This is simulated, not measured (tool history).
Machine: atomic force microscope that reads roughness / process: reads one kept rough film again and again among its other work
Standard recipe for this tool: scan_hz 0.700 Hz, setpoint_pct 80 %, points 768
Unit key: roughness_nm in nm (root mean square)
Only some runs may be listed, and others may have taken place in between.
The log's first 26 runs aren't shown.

| run | hour | scan_hz | setpoint_pct | points | pictures with this tip | hours of work since the height scale was calibrated | roughness_nm |
|---|---|---|---|---|---|---|---|
| 27 | 1280.8 | 1.219 | 57 | 941 | 75 | 416 | 2.697 |
|  | 1298.7 | new tip fitted |
| 28 | 1346.0 | 3.997 | 57 | 941 | 52 | 462 | 2.599 |
|  | 1384.6 | new tip fitted |
| 29 | 1411.9 | 0.700 | 78 | 768 | 30 | 509 | 2.759 |
|  | 1471.6 | new tip fitted |
| 30 | 1473.7 | 1.704 | 77 | 768 | 2 | 553 | 2.642 |
| 31 | 1539.8 | 0.601 | 65 | 768 | 75 | 600 | 2.678 |
|  | 1559.3 | new tip fitted |
| 32 | 1591.9 | 3.708 | 88 | 266 | 36 | 637 | 1.866 |
|  | 1650.1 | new tip fitted |
| 33 | 1653.7 | 3.708 | 88 | 266 | 4 | 681 | 1.950 |
| 34 | 1691.8 | 3.708 | 88 | 266 | 46 | 708 | 1.847 |
|  | 1740.4 | new tip fitted |
| 35 | 1761.7 | 3.708 | 88 | 266 | 24 | 757 | 1.886 |
| 36 | 1813.9 | 1.047 | 84 | 619 | 81 | 795 | 2.418 |
|  | 1825.9 | new tip fitted |
| 37 | 1874.6 | 1.047 | 84 | 619 | 54 | 838 | 2.511 |
| 38 | 1907.9 | 1.047 | 84 | 619 | 91 | 861 | 2.405 |
|  | 1914.0 | new tip fitted |
| 39 | 1970.6 | 2.139 | 84 | 363 | 62 | 906 | 2.195 |
|  | 2002.1 | new tip fitted |
| 40 | 2021.3 | 2.139 | 84 | 716 | 21 | 942 | 2.335 |
| 41 | 2056.8 | 2.139 | 84 | 716 | 60 | 967 | 2.214 |
|  | 2090.2 | new tip fitted |
| 42 | 2106.9 | 2.139 | 84 | 716 | 18 | 1002 | 2.342 |
|  | 2175.5 | new tip fitted |
| 43 | 2182.5 | 1.247 | 62 | 799 | 8 | 1056 | 2.827 |
| 44 | 2248.6 | 1.247 | 62 | 799 | 81 | 1103 | 2.586 |
|  | 2260.1 | new tip fitted |
| 45 | 2295.7 | 0.700 | 80 | 292 | 40 | 1136 | 2.634 |
| 46 | 2339.5 | 0.700 | 80 | 292 | 88 | 1168 | 2.492 |
|  | 2347.1 | new tip fitted |
|  | 2394.5 | height scale calibrated on a step standard |
| 47 | 2403.8 | 2.595 | 69 | 635 | 61 | 7 | 2.510 |
|  | 2433.4 | new tip fitted |
| 48 | 2435.1 | 0.523 | 69 | 568 | 1 | 29 | 2.965 |
| 49 | 2480.4 | 1.370 | 80 | 281 | 51 | 61 | 2.534 |
| 50 | 2512.7 | 1.398 | 80 | 441 | 87 | 84 | 2.394 |
|  | 2522.4 | new tip fitted |
| 51 | 2558.6 | 1.398 | 80 | 406 | 40 | 116 | 2.530 |

Alternative continuations, all from the tool just after run 51; predict every row:
|  | 2607.5 | new tip fitted |
| A | 2609.4 | 0.700 | 80 | 259 | 2 | 152 | ? |
|  | 2607.5 | new tip fitted |
| B | 2609.4 | 0.700 | 65 | 768 | 2 | 152 | ? |
|  | 2607.5 | new tip fitted |
| C | 2609.4 | 2.289 | 58 | 946 | 2 | 152 | ? |

| run | roughness_nm |
|---|---|
| A | 2.820 |
| B | 2.965 |
| C | 2.875 |
Take away the tool's hidden state, keep each run's random variation, and the runs would have read:
| run | roughness_nm |
|---|---|
| A | 2.841 |
| B | 2.986 |
| C | 2.896 |
